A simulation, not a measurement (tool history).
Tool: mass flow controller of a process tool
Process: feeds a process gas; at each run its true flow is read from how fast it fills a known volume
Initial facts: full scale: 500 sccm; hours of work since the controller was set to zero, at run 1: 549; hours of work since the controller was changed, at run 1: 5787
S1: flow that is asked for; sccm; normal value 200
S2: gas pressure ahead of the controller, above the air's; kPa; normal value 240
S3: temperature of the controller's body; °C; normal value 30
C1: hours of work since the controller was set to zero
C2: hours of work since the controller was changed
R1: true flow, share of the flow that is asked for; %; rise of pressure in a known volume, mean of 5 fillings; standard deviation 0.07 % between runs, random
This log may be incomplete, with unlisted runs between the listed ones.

run	hour	S1	S2	S3	C1	C2	R1
1	0	200	240	30	549	5787	97.79
2	477.1	200	240	30	729	5968	97.7
3	772.7	200	240	30	841	6080	97.65
4	1030.8	200	240	30	939	6177	97.47
5	1479.6	200	240	30	1109	6347	97.41
6	1958.7	200	240	30	1290	6529	97.31
7	2190.2	200	240	30	1378	6616	97.3
8	2507.1	200	240	30	1498	6736	97.28
9	2940.4	200	240	30	1662	6900	97.18
10	3161.2	200	240	30	1745	6984	96.97
11	3489.5	200	240	30	1870	7108	96.97
12	3881.6	204	240	30	2018	7257	97.03
13	4347.2	58	240	30	2194	7433	93.44
14	4711.4	58	240	30	2332	7571	93.26
15	4989.1	200	148	30	2437	7676	96.39
16	5259	200	141	30	2539	7778	96.25
17	5767.5	200	141	30	2732	7971	95.99
18	6253.2	200	141	30	2916	8154	95.86
19	6547.4	200	141	30	3027	8266	95.81
20	6769.4	200	141	30	3111	8350	95.87
21	7180.2	200	173	30	3267	8505	95.9
22	7663.2	200	160	30	3450	8688	95.76
23	7972	200	160	30	3567	8805	95.62
24	8325.5	200	160	30	3700	8939	95.51
25	8562.1	330	237	22	3790	9029	96.35
26	9056.1	200	163	30	3977	9216	95.46
27	9452	181	240	33	4127	9365	95.62
28	9901.7	479	160	21	4297	9536	96.85
29	10296	479	160	21	4446	9685	96.9
30	10700.8	479	160	21	4600	9838	96.85
31	11019.1	201	240	30	4720	9959	95.34
32	11292.4	201	240	30	4824	10062	95.16
33	11703.5	201	240	30	4979	10218	95.1
34	11984.1	457	207	37	5085	10324	98.37
# hour 12030.9: controller's zero set anew
35	12282.3	457	207	37	95	10437	99.52

Expected results for the next run?
36	12522.2	200	240	36	186	10528	?

R1: 97.84 %
The same run, on a tool lacking any hidden state, would have yielded R1 99.66 %.

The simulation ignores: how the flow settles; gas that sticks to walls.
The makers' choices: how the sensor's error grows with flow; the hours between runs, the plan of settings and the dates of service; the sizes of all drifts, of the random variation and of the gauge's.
